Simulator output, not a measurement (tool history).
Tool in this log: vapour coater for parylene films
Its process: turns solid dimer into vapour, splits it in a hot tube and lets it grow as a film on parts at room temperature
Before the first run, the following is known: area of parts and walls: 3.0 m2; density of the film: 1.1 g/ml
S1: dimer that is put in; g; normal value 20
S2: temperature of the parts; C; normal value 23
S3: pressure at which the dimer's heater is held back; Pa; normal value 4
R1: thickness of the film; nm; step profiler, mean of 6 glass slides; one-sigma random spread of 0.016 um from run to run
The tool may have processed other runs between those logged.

Run 1, hour 0: usual settings. Result: R1 3850 nm.
Run 2, hour 42.7: usual settings. Result: R1 3840 nm.
Run 3, hour 69.4: usual settings but S1 33 g. Result: R1 6260 nm.
Run 4, hour 89.6: usual settings but S3 2.55 Pa. Result: R1 4150 nm.
Run 5, hour 124.7: usual settings but S3 2.55 Pa. Result: R1 4160 nm.
Run 6, hour 146.1: usual settings but S1 12 g. Result: R1 2300 nm.
Run 7, hour 167.7: usual settings but S1 19 g. Result: R1 3610 nm.
Run 8, hour 188: usual settings but S3 2.21 Pa. Result: R1 4270 nm.
Run 9, hour 220.7: usual settings but S3 2.21 Pa. Result: R1 4280 nm.
Run 10, hour 254.7: usual settings but S1 16 g, S2 17 C. Result: R1 4110 nm.
Run 11, hour 279.4: usual settings but S1 16 g, S2 17 C. Result: R1 4090 nm.
Run 12, hour 319.2: usual settings but S1 16 g, S2 17 C. Result: R1 4090 nm.
Run 13, hour 350.5: usual settings but S1 16 g, S2 17 C. Result: R1 4120 nm.

The log once held 2 entries between its listed runs, left out of this copy. Where does each go, and what is different about the tool's unlogged condition between the listed run before it and the listed run after it?
Between runs 2 and 3: table's thermometer calibrated (hour 52.7)
  true temperature of the parts over the reading, C: -0.03 -> 0
Between runs 4 and 5: trap's valve overhauled (hour 102.8)
  vapour lost through the trap's worn valve, %: 0.2 -> 0

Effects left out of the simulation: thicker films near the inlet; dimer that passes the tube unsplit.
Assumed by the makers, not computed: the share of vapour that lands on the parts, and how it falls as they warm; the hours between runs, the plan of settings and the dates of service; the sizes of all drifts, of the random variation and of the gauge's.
